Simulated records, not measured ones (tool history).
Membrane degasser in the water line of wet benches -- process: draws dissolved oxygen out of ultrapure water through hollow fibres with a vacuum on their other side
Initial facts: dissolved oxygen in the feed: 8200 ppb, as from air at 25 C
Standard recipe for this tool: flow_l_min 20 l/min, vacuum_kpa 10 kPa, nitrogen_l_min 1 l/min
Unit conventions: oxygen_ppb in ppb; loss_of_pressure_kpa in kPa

run,hour,flow_l_min,vacuum_kpa,nitrogen_l_min,oxygen_ppb,loss_of_pressure_kpa
1,0,20,10,1,353.4,44.15
2,38.3,20,10,1,347.1,44.28
3,80.2,20,10,1,346.9,44.3
4,113.3,20,10,1,350.3,44.12
5,148.9,20,10,1,343.8,44.22
6,186,20,10,1.78,228,44.26
7,216,20,10,1.78,234.1,44.39
8,256.8,20,10,1.78,229.8,44.6
9,287.8,22,10,1,396.9,48.73
10,322.1,22,10,1,396.7,48.86
11,353.5,22,10,1,394.5,48.42
12,383.4,20,10,1,344.7,44.37
13,428.1,20,10,1,347.6,44.59
14,468.8,20,10,1,348.1,44.42
15,522.2,22,10,2.23,231.1,48.79
16,546.3,13,16.6,1,413.1,28.72
17,580.6,13,16.6,1,408.2,28.74
18,634.3,29,6.6,1.63,318.5,64.96
19,668.7,29,6.7,1.63,318.6,64.72
20,722.3,14,9.6,1.63,142.3,31.22
21,744.6,25,14.4,2.42,382.3,55.13
22,797.9,25,14.4,2.42,382.3,55.01
23,843.8,25,18.2,1,856.5,55.9
24,872.5,25,18.2,1,863,55.86
25,897.9,25,18.2,1,864.3,55.61
26,950.7,25,18.2,1,843.7,55.29
27,994.4,13,19,2.01,253.1,28.85
28,1041.8,32,21.7,1.13,1205.8,71.08

Each row is a separate what-if for the run after 28, all from the same tool condition, not one after another. Results?
A,1065.5,20,10,1.67,?,?
B,1065.5,32,15.7,1.13,?,?
C,1065.5,32,21.7,1.13,?,?

run,oxygen_ppb,loss_of_pressure_kpa
A,244.6,44.65
B,929.1,70.71
C,1218.9,71.25
With the hidden condition removed and each run's random variation left untouched, the same runs would have given:
run,oxygen_ppb,loss_of_pressure_kpa
A,236.9,44.14
B,913.6,69.9
C,1202.3,70.44

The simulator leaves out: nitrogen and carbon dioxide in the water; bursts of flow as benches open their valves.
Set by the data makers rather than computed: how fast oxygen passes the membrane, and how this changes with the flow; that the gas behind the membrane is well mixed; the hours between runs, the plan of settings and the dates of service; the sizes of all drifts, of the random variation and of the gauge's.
